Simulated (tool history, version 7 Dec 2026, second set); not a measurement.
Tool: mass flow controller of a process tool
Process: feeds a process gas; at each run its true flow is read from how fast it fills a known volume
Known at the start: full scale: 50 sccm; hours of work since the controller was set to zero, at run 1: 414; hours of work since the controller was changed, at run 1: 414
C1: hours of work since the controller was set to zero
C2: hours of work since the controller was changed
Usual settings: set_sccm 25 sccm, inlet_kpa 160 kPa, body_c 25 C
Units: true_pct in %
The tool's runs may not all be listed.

run 1 hour=0.0 | set_sccm=25 inlet_kpa=160 body_c=25 | C1=414 C2=414 | true_pct=99.65
run 2 hour=74.6 | set_sccm=25 inlet_kpa=160 body_c=25 | C1=470 C2=470 | true_pct=99.59
run 3 hour=132.9 | set_sccm=25 inlet_kpa=160 body_c=22 | C1=513 C2=513 | true_pct=99.81
run 4 hour=171.8 | set_sccm=25 inlet_kpa=160 body_c=29 | C1=542 C2=542 | true_pct=99.19
run 5 hour=222.8 | set_sccm=25 inlet_kpa=160 body_c=29 | C1=580 C2=580 | true_pct=99.25
run 6 hour=281.2 | set_sccm=25 inlet_kpa=160 body_c=25 | C1=624 C2=624 | true_pct=99.48
run 7 hour=316.3 | set_sccm=25 inlet_kpa=160 body_c=25 | C1=650 C2=650 | true_pct=99.48
run 8 hour=365.9 | set_sccm=29 inlet_kpa=183 body_c=25 | C1=687 C2=687 | true_pct=99.57
run 9 hour=413.2 | set_sccm=5 inlet_kpa=140 body_c=22 | C1=722 C2=722 | true_pct=99.46
run 10 hour=467.4 | set_sccm=15 inlet_kpa=160 body_c=25 | C1=763 C2=763 | true_pct=99.25
run 11 hour=506.7 | set_sccm=25 inlet_kpa=160 body_c=31 | C1=792 C2=792 | true_pct=98.76
run 12 hour=542.0 | set_sccm=9 inlet_kpa=237 body_c=23 | C1=819 C2=819 | true_pct=99.67
run 13 hour=588.4 | set_sccm=9 inlet_kpa=237 body_c=23 | C1=853 C2=853 | true_pct=99.74
run 14 hour=627.8 | set_sccm=9 inlet_kpa=190 body_c=23 | C1=883 C2=883 | true_pct=99.52

5 ways to go on from here, each from the tool as it stands after run 14. What would each give?
run A hour=680.3 | set_sccm=9 inlet_kpa=190 body_c=26 | C1=922 C2=922 | true_pct=?
run B hour=680.3 | set_sccm=9 inlet_kpa=190 body_c=22 | C1=922 C2=922 | true_pct=?
run C hour=680.3 | set_sccm=20 inlet_kpa=160 body_c=23 | C1=922 C2=922 | true_pct=?
run D hour=680.3 | set_sccm=49 inlet_kpa=191 body_c=25 | C1=922 C2=922 | true_pct=?
run E hour=680.3 | set_sccm=25 inlet_kpa=221 body_c=25 | C1=922 C2=922 | true_pct=?

run=A true_pct=99.22
run=B true_pct=99.57
run=C true_pct=99.40
run=D true_pct=99.49
run=E true_pct=99.41
Without the tool's hidden state the same runs would have given:
run=A true_pct=99.64
run=B true_pct=100.00
run=C true_pct=99.83
run=D true_pct=99.92
run=E true_pct=99.83
